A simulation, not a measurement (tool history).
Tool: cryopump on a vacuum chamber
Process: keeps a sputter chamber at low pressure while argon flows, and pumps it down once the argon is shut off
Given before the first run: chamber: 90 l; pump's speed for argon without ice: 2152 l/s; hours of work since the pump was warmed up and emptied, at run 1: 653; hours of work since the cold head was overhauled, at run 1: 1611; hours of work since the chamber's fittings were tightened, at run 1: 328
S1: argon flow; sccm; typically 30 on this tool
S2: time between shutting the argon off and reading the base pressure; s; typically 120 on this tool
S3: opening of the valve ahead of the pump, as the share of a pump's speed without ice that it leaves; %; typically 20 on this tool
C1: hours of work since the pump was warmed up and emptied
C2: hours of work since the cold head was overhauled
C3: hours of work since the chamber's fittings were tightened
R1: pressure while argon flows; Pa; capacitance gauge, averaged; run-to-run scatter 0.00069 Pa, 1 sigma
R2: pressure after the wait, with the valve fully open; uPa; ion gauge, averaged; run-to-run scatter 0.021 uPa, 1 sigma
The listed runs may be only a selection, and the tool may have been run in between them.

{"run": 1, "hour": 0.0, "S1": 30, "S2": 120, "S3": 20, "C1": 653, "C2": 1611, "C3": 328, "R1": 0.1211, "R2": 0.73}
{"run": 2, "hour": 57.7, "S1": 30, "S2": 120, "S3": 20, "C1": 691, "C2": 1649, "C3": 366, "R1": 0.1197, "R2": 0.74}
{"run": 3, "hour": 132.6, "S1": 30, "S2": 120, "S3": 17, "C1": 741, "C2": 1698, "C3": 415, "R1": 0.1412, "R2": 0.8}
{"run": 4, "hour": 224.1, "S1": 30, "S2": 120, "S3": 17, "C1": 801, "C2": 1758, "C3": 475, "R1": 0.1409, "R2": 0.85}
{"run": 5, "hour": 315.4, "S1": 30, "S2": 120, "S3": 17, "C1": 861, "C2": 1818, "C3": 536, "R1": 0.1423, "R2": 0.84}
{"run": 6, "hour": 367.4, "S1": 30, "S2": 120, "S3": 17, "C1": 895, "C2": 1853, "C3": 570, "R1": 0.1429, "R2": 0.9}
{"run": 7, "hour": 415.1, "S1": 30, "S2": 120, "S3": 41, "C1": 927, "C2": 1884, "C3": 601, "R1": 0.0611, "R2": 0.95}
{"hour": 469.7, "done": "pump warmed up, emptied and cooled again"}
{"run": 8, "hour": 483.3, "S1": 37, "S2": 120, "S3": 20, "C1": 9, "C2": 1926, "C3": 643, "R1": 0.1465, "R2": 0.89}
{"run": 9, "hour": 580.4, "S1": 37, "S2": 120, "S3": 20, "C1": 73, "C2": 1990, "C3": 707, "R1": 0.1451, "R2": 0.95}
{"run": 10, "hour": 663.5, "S1": 30, "S2": 97, "S3": 20, "C1": 128, "C2": 2044, "C3": 761, "R1": 0.1184, "R2": 1.08}
{"run": 11, "hour": 751.0, "S1": 30, "S2": 97, "S3": 20, "C1": 185, "C2": 2102, "C3": 819, "R1": 0.1182, "R2": 1.15}
{"run": 12, "hour": 823.5, "S1": 30, "S2": 70, "S3": 20, "C1": 233, "C2": 2150, "C3": 867, "R1": 0.1193, "R2": 1.31}
{"run": 13, "hour": 913.0, "S1": 30, "S2": 70, "S3": 20, "C1": 292, "C2": 2209, "C3": 926, "R1": 0.1192, "R2": 1.37}
{"run": 14, "hour": 976.4, "S1": 15, "S2": 70, "S3": 20, "C1": 334, "C2": 2251, "C3": 968, "R1": 0.06, "R2": 1.44}
{"run": 15, "hour": 1027.7, "S1": 30, "S2": 35, "S3": 20, "C1": 368, "C2": 2284, "C3": 1001, "R1": 0.1202, "R2": 1.96}
{"run": 16, "hour": 1112.5, "S1": 30, "S2": 120, "S3": 20, "C1": 423, "C2": 2340, "C3": 1057, "R1": 0.1179, "R2": 1.22}
{"run": 17, "hour": 1198.8, "S1": 30, "S2": 120, "S3": 20, "C1": 480, "C2": 2397, "C3": 1114, "R1": 0.1198, "R2": 1.27}
{"run": 18, "hour": 1266.0, "S1": 31, "S2": 120, "S3": 20, "C1": 524, "C2": 2441, "C3": 1158, "R1": 0.1241, "R2": 1.29}
{"run": 19, "hour": 1323.0, "S1": 31, "S2": 120, "S3": 20, "C1": 562, "C2": 2479, "C3": 1196, "R1": 0.1256, "R2": 1.37}
{"run": 20, "hour": 1387.3, "S1": 31, "S2": 120, "S3": 20, "C1": 604, "C2": 2521, "C3": 1238, "R1": 0.1248, "R2": 1.36}
{"run": 21, "hour": 1470.8, "S1": 22, "S2": 20, "S3": 20, "C1": 659, "C2": 2576, "C3": 1293, "R1": 0.0895, "R2": 3.11}
{"run": 22, "hour": 1549.5, "S1": 30, "S2": 24, "S3": 34, "C1": 711, "C2": 2628, "C3": 1345, "R1": 0.0728, "R2": 2.88}
{"run": 23, "hour": 1636.7, "S1": 15, "S2": 20, "S3": 27, "C1": 769, "C2": 2685, "C3": 1403, "R1": 0.0466, "R2": 3.18}
{"run": 24, "hour": 1747.6, "S1": 39, "S2": 225, "S3": 15, "C1": 842, "C2": 2758, "C3": 1476, "R1": 0.2105, "R2": 1.43}
{"run": 25, "hour": 1793.6, "S1": 13, "S2": 120, "S3": 20, "C1": 872, "C2": 2789, "C3": 1506, "R1": 0.0527, "R2": 1.6}
{"run": 26, "hour": 1883.8, "S1": 23, "S2": 120, "S3": 16, "C1": 931, "C2": 2848, "C3": 1565, "R1": 0.1168, "R2": 1.6}
{"hour": 1927.1, "done": "pump warmed up, emptied and cooled again"}
{"run": 27, "hour": 1943.1, "S1": 23, "S2": 120, "S3": 16, "C1": 11, "C2": 2884, "C3": 1601, "R1": 0.1138, "R2": 1.56}
{"run": 28, "hour": 1999.5, "S1": 23, "S2": 120, "S3": 16, "C1": 48, "C2": 2921, "C3": 1638, "R1": 0.1135, "R2": 1.57}
{"hour": 2012.0, "done": "leaking fittings of the chamber tightened, without venting"}
{"run": 29, "hour": 2095.7, "S1": 59, "S2": 190, "S3": 20, "C1": 110, "C2": 2983, "C3": 55, "R1": 0.2342, "R2": 0.43}
{"run": 30, "hour": 2162.6, "S1": 16, "S2": 122, "S3": 25, "C1": 154, "C2": 3027, "C3": 99, "R1": 0.0517, "R2": 0.58}
{"run": 31, "hour": 2260.1, "S1": 16, "S2": 122, "S3": 25, "C1": 218, "C2": 3091, "C3": 163, "R1": 0.0512, "R2": 0.57}
{"run": 32, "hour": 2371.8, "S1": 17, "S2": 120, "S3": 20, "C1": 292, "C2": 3165, "C3": 237, "R1": 0.0676, "R2": 0.66}
{"run": 33, "hour": 2425.1, "S1": 17, "S2": 176, "S3": 20, "C1": 327, "C2": 3200, "C3": 272, "R1": 0.0669, "R2": 0.56}
{"run": 34, "hour": 2529.0, "S1": 29, "S2": 215, "S3": 20, "C1": 395, "C2": 3269, "C3": 341, "R1": 0.1156, "R2": 0.56}

Here are 3 independent what-if runs from the current tool condition. What would each one return?
{"run": "A", "hour": 2627.2, "S1": 12, "S2": 215, "S3": 47, "C1": 460, "C2": 3333, "C3": 405, "R1": "?", "R2": "?"}
{"run": "B", "hour": 2627.2, "S1": 30, "S2": 39, "S3": 20, "C1": 460, "C2": 3333, "C3": 405, "R1": "?", "R2": "?"}
{"run": "C", "hour": 2627.2, "S1": 30, "S2": 200, "S3": 36, "C1": 460, "C2": 3333, "C3": 405, "R1": "?", "R2": "?"}

run=A R1=0.0208 R2=0.64
run=B R1=0.1189 R2=1.53
run=C R1=0.0677 R2=0.65
Without the tool's unlogged condition, the same runs would have read:
run=A R1=0.0199 R2=0.33
run=B R1=0.1167 R2=1.23
run=C R1=0.0656 R2=0.34
